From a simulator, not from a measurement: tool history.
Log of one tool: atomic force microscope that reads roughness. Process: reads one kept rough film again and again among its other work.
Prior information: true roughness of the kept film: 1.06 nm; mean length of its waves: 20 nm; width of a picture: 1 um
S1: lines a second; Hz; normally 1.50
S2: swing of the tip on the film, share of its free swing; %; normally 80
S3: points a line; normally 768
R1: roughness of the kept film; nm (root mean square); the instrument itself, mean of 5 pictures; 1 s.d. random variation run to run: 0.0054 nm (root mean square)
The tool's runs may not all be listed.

run   hour    S1  S2   S3     R1
  1    0.0  1.50  80  768  0.903
  2   15.1  1.50  80  768  0.913
  3   28.3  1.50  80  768  0.903
  4   48.2  1.50  80  768  0.892
  5   63.2  1.50  80  768  0.901
  6   73.4  1.50  80  768  0.907
  7   85.7  1.50  80  768  0.907
  8   96.2  1.50  80  768  0.904
  9  108.0  1.50  80  768  0.908
 10  117.7  1.50  80  768  0.900
 11  134.6  1.50  80  768  0.914
 12  154.9  1.50  80  768  0.901
 13  169.3  1.50  80  768  0.899
 14  183.2  1.50  80  396  0.892
 15  194.9  1.50  73  768  0.933
 16  203.6  1.50  73  768  0.933
 17  219.1  2.50  73  768  0.882
 18  239.5  2.50  73  768  0.886
 19  252.4  2.50  73  768  0.892
 20  264.3  0.87  80  768  0.935
 21  277.0  1.75  61  385  0.946
 22  287.3  1.75  61  385  0.947
     305.8  -- new tip fitted
 23  306.1  3.78  64  768  0.902
 24  318.0  0.87  59  716  0.985
 25  337.4  0.77  90  346  0.903
 26  352.3  1.64  86  768  0.857
 27  367.7  1.64  86  768  0.864

Predict each of these 4 candidate next runs independently; none follows another, all start after run 27:
  A  388.4  1.50  78  768   ?
  B  388.4  0.80  55  722   ?
  C  388.4  1.64  86  470   ?
  D  388.4  0.73  80  328   ?

run     R1
  A  0.910
  B  0.995
  C  0.854
  D  0.942
Stripped of hidden state, with their random variation kept, the same runs would have yielded:
run     R1
  A  0.911
  B  0.996
  C  0.855
  D  0.943
